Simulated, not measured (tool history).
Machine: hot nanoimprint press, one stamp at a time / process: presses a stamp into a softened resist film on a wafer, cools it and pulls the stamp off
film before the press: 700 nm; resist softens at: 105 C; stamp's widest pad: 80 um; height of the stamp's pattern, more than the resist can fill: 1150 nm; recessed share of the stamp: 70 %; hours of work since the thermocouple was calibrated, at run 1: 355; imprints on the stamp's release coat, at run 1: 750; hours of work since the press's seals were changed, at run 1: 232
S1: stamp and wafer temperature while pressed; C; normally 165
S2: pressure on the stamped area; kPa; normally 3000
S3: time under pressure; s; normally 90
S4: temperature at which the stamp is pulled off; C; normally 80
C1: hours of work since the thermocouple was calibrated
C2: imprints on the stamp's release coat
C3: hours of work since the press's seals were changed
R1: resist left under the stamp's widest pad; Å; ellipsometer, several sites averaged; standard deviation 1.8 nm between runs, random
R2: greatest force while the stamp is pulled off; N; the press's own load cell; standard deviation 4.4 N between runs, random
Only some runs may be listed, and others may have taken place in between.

run	hour	S1	S2	S3	S4	C1	C2	C3	R1	R2
1	0.0	165	3000	90	80	355	750	232	3812	257
2	12.1	165	3000	90	80	362	774	239	3818	251
3	23.9	165	3000	90	80	369	797	246	3828	254
4	35.7	165	3000	90	80	376	820	253	3802	258
# hour 42.4: plate thermocouple calibrated
# hour 49.9: stamp cleaned and given a new release coat
5	51.1	165	3000	90	80	2	2	256	4016	215
6	57.5	165	3000	90	80	5	15	260	3964	217
7	69.5	165	3000	90	80	12	38	267	4008	218
8	80.8	165	3000	90	80	19	61	274	3996	219
9	88.7	165	3000	90	80	24	76	279	4019	223
10	101.4	165	3000	90	80	31	101	286	3999	218
11	107.9	165	2920	90	80	35	114	290	4051	221
12	119.5	165	3000	90	74	42	137	297	3944	255
13	127.5	165	3000	90	80	47	153	302	3999	219
14	136.6	171	3000	90	80	52	171	307	3145	218
15	145.7	171	3000	90	80	57	189	312	3137	228
16	156.6	165	3000	90	80	64	211	319	3965	232
17	170.7	165	3000	90	80	72	239	327	3951	221
18	182.2	175	1950	136	65	79	261	334	2827	324
19	193.2	155	3000	152	80	86	283	340	5032	222
20	202.5	155	3000	152	80	91	301	346	4972	225
21	213.0	176	3550	178	80	97	322	352	1788	234
22	219.9	176	3550	71	70	101	336	356	2552	302
23	232.3	176	3550	71	70	109	360	364	2564	304
24	238.3	171	2580	71	68	112	372	367	3658	308
25	248.8	171	2580	71	68	118	393	373	3634	311
26	256.4	171	2580	71	68	123	408	378	3659	317
27	262.3	165	2020	90	80	126	420	381	4644	235
28	269.6	165	2020	90	80	131	434	386	4585	241
29	279.0	154	3220	141	82	136	453	391	5142	229
30	290.8	154	3220	141	82	143	476	398	5162	232
31	302.7	154	3220	141	82	150	500	405	5174	224

How the hidden state differs across the entries between the runs, from the last listed run before each to the first after it:
After run 4, before run 5: plate thermocouple calibrated (hour 42.4); stamp cleaned and given a new release coat (hour 49.9)
  true temperature over the reading, C: 1.15 -> -0.09; pressure that arrives at the usual setting, %: 98.57 -> 98.55; grip of the stamp's worn release coat, % over a new coat's: 23.4 -> 0.1
  measured minus no-state result, R1: -152 -> +39 Å; R2: +42 -> +0 N

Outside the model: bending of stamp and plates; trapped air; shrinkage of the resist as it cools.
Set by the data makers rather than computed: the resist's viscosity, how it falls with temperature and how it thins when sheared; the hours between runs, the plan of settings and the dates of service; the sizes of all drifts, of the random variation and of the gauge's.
